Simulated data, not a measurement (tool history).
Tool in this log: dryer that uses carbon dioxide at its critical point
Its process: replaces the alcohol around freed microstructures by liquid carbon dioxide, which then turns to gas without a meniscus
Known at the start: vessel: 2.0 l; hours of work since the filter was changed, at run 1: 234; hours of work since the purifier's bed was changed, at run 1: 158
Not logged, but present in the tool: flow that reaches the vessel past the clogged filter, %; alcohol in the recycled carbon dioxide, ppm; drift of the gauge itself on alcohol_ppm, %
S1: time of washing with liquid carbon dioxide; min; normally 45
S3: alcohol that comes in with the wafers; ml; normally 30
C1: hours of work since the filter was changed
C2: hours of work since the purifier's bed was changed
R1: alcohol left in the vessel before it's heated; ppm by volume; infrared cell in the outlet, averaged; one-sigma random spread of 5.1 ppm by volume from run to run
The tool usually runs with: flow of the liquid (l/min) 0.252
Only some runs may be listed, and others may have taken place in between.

run 1 hour=0.0 | S1=45 flow_of_the_liquid_(l/min)=0.252 S3=30 | C1=234 C2=158 | R1=110
run 2 hour=11.9 | S1=45 flow_of_the_liquid_(l/min)=0.252 S3=30 | C1=238 C2=162 | R1=110
run 3 hour=27.9 | S1=45 flow_of_the_liquid_(l/min)=0.252 S3=30 | C1=243 C2=167 | R1=116
run 4 hour=40.2 | S1=45 flow_of_the_liquid_(l/min)=0.252 S3=30 | C1=246 C2=170 | R1=111
run 5 hour=54.0 | S1=45 flow_of_the_liquid_(l/min)=0.252 S3=53 | C1=250 C2=174 | R1=192
run 6 hour=74.9 | S1=45 flow_of_the_liquid_(l/min)=0.252 S3=53 | C1=257 C2=181 | R1=201
run 7 hour=95.4 | S1=45 flow_of_the_liquid_(l/min)=0.252 S3=53 | C1=263 C2=187 | R1=200
run 8 hour=116.1 | S1=45 flow_of_the_liquid_(l/min)=0.252 S3=53 | C1=269 C2=193 | R1=197
run 9 hour=124.6 | S1=45 flow_of_the_liquid_(l/min)=0.252 S3=85 | C1=272 C2=196 | R1=330
run 10 hour=142.6 | S1=45 flow_of_the_liquid_(l/min)=0.252 S3=85 | C1=277 C2=201 | R1=312
run 11 hour=154.1 | S1=45 flow_of_the_liquid_(l/min)=0.236 S3=30 | C1=281 C2=204 | R1=167
run 12 hour=168.5 | S1=49 flow_of_the_liquid_(l/min)=0.236 S3=30 | C1=285 C2=209 | R1=120
run 13 hour=180.2 | S1=49 flow_of_the_liquid_(l/min)=0.236 S3=30 | C1=288 C2=212 | R1=113
run 14 hour=197.9 | S1=33 flow_of_the_liquid_(l/min)=0.252 S3=30 | C1=294 C2=218 | R1=440
run 15 hour=211.4 | S1=33 flow_of_the_liquid_(l/min)=0.252 S3=30 | C1=298 C2=222 | R1=433
run 16 hour=230.4 | S1=33 flow_of_the_liquid_(l/min)=0.252 S3=30 | C1=304 C2=227 | R1=427
run 17 hour=242.4 | S1=33 flow_of_the_liquid_(l/min)=0.252 S3=30 | C1=307 C2=231 | R1=433
run 18 hour=252.1 | S1=45 flow_of_the_liquid_(l/min)=0.252 S3=30 | C1=310 C2=234 | R1=130
run 19 hour=271.0 | S1=45 flow_of_the_liquid_(l/min)=0.252 S3=30 | C1=316 C2=240 | R1=125
run 20 hour=283.7 | S1=45 flow_of_the_liquid_(l/min)=0.252 S3=30 | C1=320 C2=243 | R1=130
run 21 hour=293.7 | S1=45 flow_of_the_liquid_(l/min)=0.252 S3=30 | C1=323 C2=247 | R1=136
run 22 hour=311.7 | S1=45 flow_of_the_liquid_(l/min)=0.252 S3=30 | C1=328 C2=252 | R1=129
run 23 hour=328.1 | S1=45 flow_of_the_liquid_(l/min)=0.252 S3=30 | C1=333 C2=257 | R1=136
run 24 hour=347.1 | S1=34 flow_of_the_liquid_(l/min)=0.252 S3=94 | C1=339 C2=263 | R1=1195
run 25 hour=360.5 | S1=65 flow_of_the_liquid_(l/min)=0.252 S3=30 | C1=343 C2=267 | R1=34
run 26 hour=371.8 | S1=48 flow_of_the_liquid_(l/min)=0.380 S3=24 | C1=346 C2=270 | R1=26
run 27 hour=392.6 | S1=48 flow_of_the_liquid_(l/min)=0.382 S3=40 | C1=352 C2=276 | R1=24
run 28 hour=409.4 | S1=29 flow_of_the_liquid_(l/min)=0.306 S3=26 | C1=357 C2=281 | R1=309
run 29 hour=424.4 | S1=35 flow_of_the_liquid_(l/min)=0.311 S3=102 | C1=362 C2=286 | R1=507
run 30 hour=434.5 | S1=35 flow_of_the_liquid_(l/min)=0.311 S3=102 | C1=365 C2=289 | R1=522
run 31 hour=445.5 | S1=35 flow_of_the_liquid_(l/min)=0.311 S3=102 | C1=368 C2=292 | R1=505
run 32 hour=465.4 | S1=45 flow_of_the_liquid_(l/min)=0.170 S3=30 | C1=374 C2=298 | R1=630
run 33 hour=479.3 | S1=48 flow_of_the_liquid_(l/min)=0.170 S3=68 | C1=378 C2=302 | R1=1107
run 34 hour=492.4 | S1=36 flow_of_the_liquid_(l/min)=0.282 S3=52 | C1=382 C2=306 | R1=370
run 35 hour=506.8 | S1=36 flow_of_the_liquid_(l/min)=0.282 S3=52 | C1=387 C2=311 | R1=376
run 36 hour=519.0 | S1=43 flow_of_the_liquid_(l/min)=0.167 S3=52 | C1=390 C2=314 | R1=1327

For run 37, what comes out?
run 37 hour=539.2 | S1=43 flow_of_the_liquid_(l/min)=0.167 S3=52 | C1=396 C2=320 | R1=?

R1: 1307 ppm by volume
Take away the tool's hidden state, keep the run-to-run variation as it was, and the same run would have given R1 936 ppm by volume.
